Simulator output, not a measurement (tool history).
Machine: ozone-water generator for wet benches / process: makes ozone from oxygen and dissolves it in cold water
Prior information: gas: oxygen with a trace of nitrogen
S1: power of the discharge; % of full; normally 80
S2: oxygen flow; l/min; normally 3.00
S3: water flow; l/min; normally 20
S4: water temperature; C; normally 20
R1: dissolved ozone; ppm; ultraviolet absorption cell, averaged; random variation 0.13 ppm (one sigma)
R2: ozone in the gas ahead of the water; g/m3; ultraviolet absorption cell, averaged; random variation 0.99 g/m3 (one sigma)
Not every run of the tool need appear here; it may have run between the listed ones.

run	hour	S1	S2	S3	S4	R1	R2
1	0.0	80	3.00	20	20	13.4	169.7
2	158.7	80	3.00	20	20	13.2	171.8
3	295.1	80	3.00	13	20	19.3	171.2
4	449.0	80	3.00	13	20	19.4	169.1
5	549.5	80	3.00	19	20	13.8	170.5
# hour 570.4: electrodes of the discharge changed
6	656.2	80	3.00	19	20	14.1	169.5
7	776.9	80	3.00	19	20	14.0	170.1
8	887.9	80	3.00	20	20	13.2	171.4
9	1017.8	80	3.00	20	20	13.3	168.2
10	1153.0	80	3.00	20	20	13.3	170.0
11	1245.0	80	3.00	20	17	14.0	169.0
# hour 1395.4: water thermometer calibrated
12	1429.2	80	3.00	20	17	13.7	167.9
13	1547.9	80	3.00	20	17	13.6	169.7
14	1641.1	80	2.03	20	20	12.1	202.9
15	1734.6	80	2.03	14	20	17.1	201.6
16	1837.1	80	2.03	14	20	17.1	201.4
17	2036.8	80	2.03	14	20	16.9	201.6
18	2181.5	69	5.23	20	12	15.2	121.4
19	2307.3	69	5.23	20	12	15.0	120.8
# hour 2449.2: contactor cleaned
20	2472.3	43	4.66	13	12	16.6	101.4
21	2650.9	46	4.34	31	17	7.3	107.9
22	2737.5	48	3.00	28	13	7.6	129.6
23	2871.3	63	3.05	22	25	10.2	148.0
24	3058.3	51	3.00	20	20	10.5	132.9
25	3256.6	68	1.73	15	18	14.4	196.5
26	3421.0	68	4.75	15	15	17.7	125.6
27	3512.6	69	3.00	20	20	12.4	156.3
28	3597.9	93	5.17	28	15	12.2	140.5
29	3767.0	80	3.60	19	13	15.7	153.7
30	3852.3	66	4.81	19	13	15.1	123.0
31	3955.2	86	2.91	18	14	16.1	175.6
32	4136.8	86	2.91	18	14	16.1	175.7
33	4293.2	86	2.91	18	14	16.3	176.2
34	4453.9	86	2.91	18	14	16.1	174.1

Each run again, without the hidden state but with its own random variation kept:
Hidden state present: yield of the discharge, % of new electrodes'; contactor's efficiency, % of a clean one's; true water temperature over the reading, C; drift of the gauge itself on ozone_ppm, %; drift of the gauge itself on gas_g_m3, %.
run	R2
1	170.4
2	172.7
3	172.2
4	170.4
5	171.8
6	170.1
7	170.9
8	172.4
9	169.2
10	171.2
11	170.3
12	169.4
13	171.4
14	205.1
15	203.9
16	203.8
17	204.3
18	123.1
19	122.7
20	103.1
21	109.7
22	131.9
23	150.8
24	135.6
25	200.8
26	128.5
27	160.0
28	143.9
29	157.6
30	126.2
31	180.3
32	180.6
33	181.3
34	179.4
R1: differs from the measured result by no more than 0.1 ppm in any run.
